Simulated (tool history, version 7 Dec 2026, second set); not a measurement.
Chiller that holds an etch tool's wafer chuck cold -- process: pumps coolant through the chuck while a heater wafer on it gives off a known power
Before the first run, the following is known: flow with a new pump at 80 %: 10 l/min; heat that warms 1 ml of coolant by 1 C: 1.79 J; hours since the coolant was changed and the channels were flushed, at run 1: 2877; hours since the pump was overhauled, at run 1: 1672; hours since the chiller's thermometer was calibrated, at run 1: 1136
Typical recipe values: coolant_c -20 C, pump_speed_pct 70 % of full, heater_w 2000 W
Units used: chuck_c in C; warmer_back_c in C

run    hour  coolant_c  pump_speed_pct  heater_w  hours since the coolant was changed and the channels were flushed  hours since the pump was overhauled  hours since the chiller's thermometer was calibrated  chuck_c  warmer_back_c
  1       0        -20              70      2000                                                               2877                                 1672                                                  1136        8            7.8
  2    52.7        -20              77      2000                                                               2930                                 1725                                                  1189      6.2           6.98
  3   105.5        -20              77      2000                                                               2983                                 1778                                                  1241      6.1           6.99
  4   151.2        -20              77      2000                                                               3028                                 1823                                                  1287      5.9           6.98
  5   209.5        -20              77      2000                                                               3087                                 1881                                                  1345      6.2           6.96
  6   271.5        -20              70      2883                                                               3149                                 1944                                                  1407     20.2          11.12
  7   336.3        -20              70      2883                                                               3214                                 2008                                                  1472     20.2          11.31
  8   391.2        -20              64      2883                                                               3268                                 2063                                                  1527     23.2          12.42
  9     456        -20              64      2883                                                               3333                                 2128                                                  1592     23.2           12.4
 10   493.7        -20              64      2883                                                               3371                                 2166                                                  1630     23.2           12.5
 11   545.7        -20              77      2000                                                               3423                                 2218                                                  1682      6.1           6.97
 12   604.3        -29              77      1037                                                               3482                                 2276                                                  1740    -15.5           3.63
 13   670.1        -29              77      1037                                                               3547                                 2342                                                  1806    -15.5           3.65
 14   699.5        -19              77      1037                                                               3577                                 2372                                                  1835     -5.5           3.59
 15   746.1        -19              77      1037                                                               3623                                 2418                                                  1882     -5.6           3.63
 16   812.9        -19              77      1037                                                               3690                                 2485                                                  1949     -5.5           3.62
 17   868.5        -19              77      1037                                                               3746                                 2541                                                  2005     -5.3           3.61
 18   902.5        -20              63      1471                                                               3780                                 2575                                                  2038      2.3           6.48
 19   933.7        -10              63      2820                                                               3811                                 2606                                                  2070     32.7          12.33
 20   999.4        -11              76      2955                                                               3877                                 2671                                                  2135     27.8          10.54
 21  1031.9        -20              83      1889                                                               3909                                 2704                                                  2168      3.4           6.04

Branching from run 21: 4 alternative next runs. What would each branch give?
  A  1075.8        -21              67      1093                                                               3953                                 2748                                                  2212        ?              ?
  B  1075.8        -23              89      1889                                                               3953                                 2748                                                  2212        ?              ?
  C  1075.8        -29              89      1214                                                               3953                                 2748                                                  2212        ?              ?
  D  1075.8        -22              81      2999                                                               3953                                 2748                                                  2212        ?              ?

run  chuck_c  warmer_back_c
  A     -5.3           4.55
  B     -1.1           5.59
  C    -14.8           3.63
  D     15.8           9.86
Take away the tool's hidden state, keep each run's random variation, and the runs would have read:
run  chuck_c  warmer_back_c
  A     -5.3           4.54
  B     -1.1           5.59
  C    -14.8           3.63
  D     15.8           9.86
